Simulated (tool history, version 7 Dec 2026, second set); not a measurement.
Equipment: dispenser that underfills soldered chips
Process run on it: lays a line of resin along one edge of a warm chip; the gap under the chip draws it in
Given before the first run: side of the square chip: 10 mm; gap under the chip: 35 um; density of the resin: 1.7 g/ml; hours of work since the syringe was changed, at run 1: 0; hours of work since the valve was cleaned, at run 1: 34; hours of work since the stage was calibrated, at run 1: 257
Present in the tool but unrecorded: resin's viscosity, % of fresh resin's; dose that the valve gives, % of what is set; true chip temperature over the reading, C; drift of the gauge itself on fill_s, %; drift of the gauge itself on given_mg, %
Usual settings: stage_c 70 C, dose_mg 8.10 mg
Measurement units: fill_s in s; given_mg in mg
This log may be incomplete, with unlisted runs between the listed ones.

run	hour	stage_c	dose_mg	hours of work since the syringe was changed	hours of work since the valve was cleaned	hours of work since the stage was calibrated	fill_s	given_mg
1	0.0	70	8.10	0	34	257	55.6	7.82
# hour 10.8: new syringe of resin
2	11.3	70	8.10	0	43	266	56.3	7.73
3	19.3	70	8.10	7	49	272	77.9	7.73
# hour 21.6: new syringe of resin
4	31.1	70	8.10	7	58	281	80.5	7.62
# hour 33.1: new syringe of resin
# hour 44.2: new syringe of resin
5	45.2	65	8.10	1	69	291	69.9	7.51
# hour 55.1: new syringe of resin
6	55.8	65	8.27	1	77	299	70.0	7.71
7	64.2	65	8.27	7	83	306	95.8	7.56
# hour 65.8: new syringe of resin
# hour 68.0: dispensing valve cleaned and set on the balance
8	73.8	70	8.10	5	5	312	70.4	7.97
# hour 77.7: new syringe of resin
9	83.8	70	8.10	5	12	320	69.7	7.98
# hour 88.4: new syringe of resin
10	92.6	70	8.10	3	19	327	61.9	7.98
# hour 99.7: new syringe of resin
11	100.7	63	9.01	1	25	333	75.7	8.80
12	108.4	63	9.01	7	31	339	102.3	8.77
# hour 110.5: new syringe of resin
13	120.1	60	8.41	8	40	348	120.0	8.10
# hour 121.6: new syringe of resin
14	127.7	55	7.94	5	45	353	134.0	7.51
# hour 132.6: new syringe of resin
15	135.2	55	7.94	2	51	359	117.5	7.54
# hour 143.6: new syringe of resin
16	147.9	85	8.02	3	61	369	35.3	7.52
# hour 154.4: new syringe of resin
17	154.5	66	7.54	0	66	374	67.3	7.03
18	163.4	80	8.90	7	73	381	50.2	8.30
# hour 165.3: new syringe of resin
19	174.4	70	7.16	7	81	389	82.1	6.63
# hour 175.9: new syringe of resin
# hour 181.4: dispensing valve cleaned and set on the balance
# hour 187.4: new syringe of resin
20	189.7	61	7.74	2	6	400	86.1	7.68

4 options for the next run, each taken on its own from the tool as it stands now. Forecast them:
A	196.8	66	8.10	7	12	405	?	?
B	196.8	66	8.50	7	12	405	?	?
C	196.8	83	8.59	7	12	405	?	?
D	196.8	70	7.16	7	12	405	?	?

run	fill_s	given_mg
A	91.9	8.03
B	91.1	8.35
C	46.5	8.54
D	80.5	7.14
With no hidden state in the tool, these same runs would have given:
run	fill_s	given_mg
A	71.3	8.11
B	70.6	8.43
C	35.7	8.63
D	62.2	7.22
